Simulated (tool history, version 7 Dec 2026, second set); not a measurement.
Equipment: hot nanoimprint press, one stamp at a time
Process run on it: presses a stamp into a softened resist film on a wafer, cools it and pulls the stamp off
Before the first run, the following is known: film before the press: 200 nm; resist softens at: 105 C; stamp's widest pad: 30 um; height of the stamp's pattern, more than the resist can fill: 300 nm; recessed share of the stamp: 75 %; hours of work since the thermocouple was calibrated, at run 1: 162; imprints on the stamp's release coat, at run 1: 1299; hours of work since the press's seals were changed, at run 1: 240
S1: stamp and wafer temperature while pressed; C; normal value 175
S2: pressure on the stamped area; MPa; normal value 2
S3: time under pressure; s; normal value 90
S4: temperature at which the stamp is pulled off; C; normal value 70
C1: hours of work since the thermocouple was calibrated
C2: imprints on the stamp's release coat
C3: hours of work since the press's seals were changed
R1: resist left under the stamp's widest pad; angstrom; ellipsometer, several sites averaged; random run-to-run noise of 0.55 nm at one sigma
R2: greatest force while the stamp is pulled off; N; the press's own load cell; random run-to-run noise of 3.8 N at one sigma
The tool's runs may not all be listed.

Run 1, hour 0: usual settings; C1 162; C2 1299; C3 240. Result: R1 1007 angstrom, R2 258 N.
Run 2, hour 16.4: usual settings; C1 169; C2 1333; C3 247. Result: R1 1004 angstrom, R2 270 N.
Run 3, hour 28.8: usual settings but S2 1.32 MPa; C1 175; C2 1358; C3 253. Result: R1 1181 angstrom, R2 262 N.
Run 4, hour 49.1: usual settings but S2 1.32 MPa, S4 77 C; C1 184; C2 1399; C3 262. Result: R1 1172 angstrom, R2 234 N.
Run 5, hour 66.9: usual settings; C1 192; C2 1435; C3 270. Result: R1 1009 angstrom, R2 280 N.
Run 6, hour 78.3: usual settings; C1 197; C2 1459; C3 275. Result: R1 1022 angstrom, R2 280 N.
Run 7, hour 89.9: usual settings; C1 203; C2 1482; C3 280. Result: R1 1009 angstrom, R2 275 N.
Run 8, hour 99: usual settings; C1 207; C2 1501; C3 285. Result: R1 1011 angstrom, R2 266 N.
Run 9, hour 118.4: usual settings; C1 216; C2 1540; C3 293. Result: R1 1013 angstrom, R2 280 N.
Run 10, hour 132.1: usual settings; C1 222; C2 1568; C3 299. Result: R1 1018 angstrom, R2 274 N.
Run 11, hour 150.1: usual settings; C1 230; C2 1605; C3 308. Result: R1 1021 angstrom, R2 285 N.
Run 12, hour 158.6: usual settings but S2 1.71 MPa; C1 234; C2 1622; C3 311. Result: R1 1081 angstrom, R2 284 N.
Run 13, hour 173.4: usual settings but S2 1.71 MPa; C1 241; C2 1652; C3 318. Result: R1 1078 angstrom, R2 284 N.
Run 14, hour 186.6: usual settings but S2 2.53 MPa; C1 247; C2 1679; C3 324. Result: R1 927 angstrom, R2 288 N.
Run 15, hour 197.5: usual settings but S2 2.53 MPa; C1 251; C2 1701; C3 329. Result: R1 929 angstrom, R2 293 N.
Run 16, hour 215.5: usual settings but S2 2.53 MPa; C1 260; C2 1738; C3 337. Result: R1 928 angstrom, R2 283 N.
Run 17, hour 232.4: usual settings but S1 166 C; C1 267; C2 1772; C3 345. Result: R1 1444 angstrom, R2 298 N.
At hour 241.6: stamp cleaned and given a new release coat.
Run 18, hour 250.2: usual settings but S1 173 C, S4 55 C; C1 273; C2 17; C3 350. Result: R1 1102 angstrom, R2 238 N.
Run 19, hour 259.2: usual settings but S1 173 C, S4 55 C; C1 277; C2 35; C3 354. Result: R1 1113 angstrom, R2 236 N.
Run 20, hour 271.2: usual settings but S1 171 C, S2 1.49 MPa, S4 73 C; C1 282; C2 60; C3 360. Result: R1 1344 angstrom, R2 180 N.
Run 21, hour 291.1: usual settings but S4 76 C; C1 291; C2 100; C3 369. Result: R1 1020 angstrom, R2 173 N.
Run 22, hour 309.2: usual settings but S4 76 C; C1 299; C2 137; C3 377. Result: R1 1038 angstrom, R2 170 N.
Run 23, hour 328.3: usual settings but S1 166 C, S3 117 s, S4 64 C; C1 308; C2 176; C3 386. Result: R1 1359 angstrom, R2 214 N.
Run 24, hour 337.2: usual settings but S1 165 C, S2 2.25 MPa; C1 312; C2 194; C3 390. Result: R1 1450 angstrom, R2 194 N.
Run 25, hour 357.1: usual settings but S1 168 C, S2 2.37 MPa, S3 52 s; C1 321; C2 234; C3 399. Result: R1 1476 angstrom, R2 194 N.
Run 26, hour 377.2: usual settings but S2 1.38 MPa, S3 99 s; C1 330; C2 275; C3 408. Result: R1 1152 angstrom, R2 198 N.
Run 27, hour 385.8: usual settings but S2 1.38 MPa, S3 99 s; C1 334; C2 293; C3 412. Result: R1 1155 angstrom, R2 201 N.
Run 28, hour 402.5: usual settings but S1 172 C; C1 342; C2 327; C3 419. Result: R1 1159 angstrom, R2 206 N.
Run 29, hour 418.2: usual settings but S4 60 C; C1 349; C2 359; C3 426. Result: R1 1044 angstrom, R2 232 N.

Consider 3 possible next runs. They are alternatives, not a sequence: every one starts from the tool as it was left by run 29. What does each give?
Run A, hour 436.2: usual settings but S1 166 C, S2 1.83 MPa; C1 357; C2 395; C3 434. Result: R1 ?, R2 ?.
Run B, hour 436.2: usual settings but S1 171 C, S2 1.62 MPa, S4 77 C; C1 357; C2 395; C3 434. Result: R1 ?, R2 ?.
Run C, hour 436.2: usual settings but S3 158 s, S4 60 C; C1 357; C2 395; C3 434. Result: R1 ?, R2 ?.

run    R1   R2
  A  1487  209
  B  1300  189
  C   837  247
Take away the tool's hidden state, keep each run's random variation, and the runs would have read:
run    R1   R2
  A  1427  183
  B  1240  164
  C   784  216
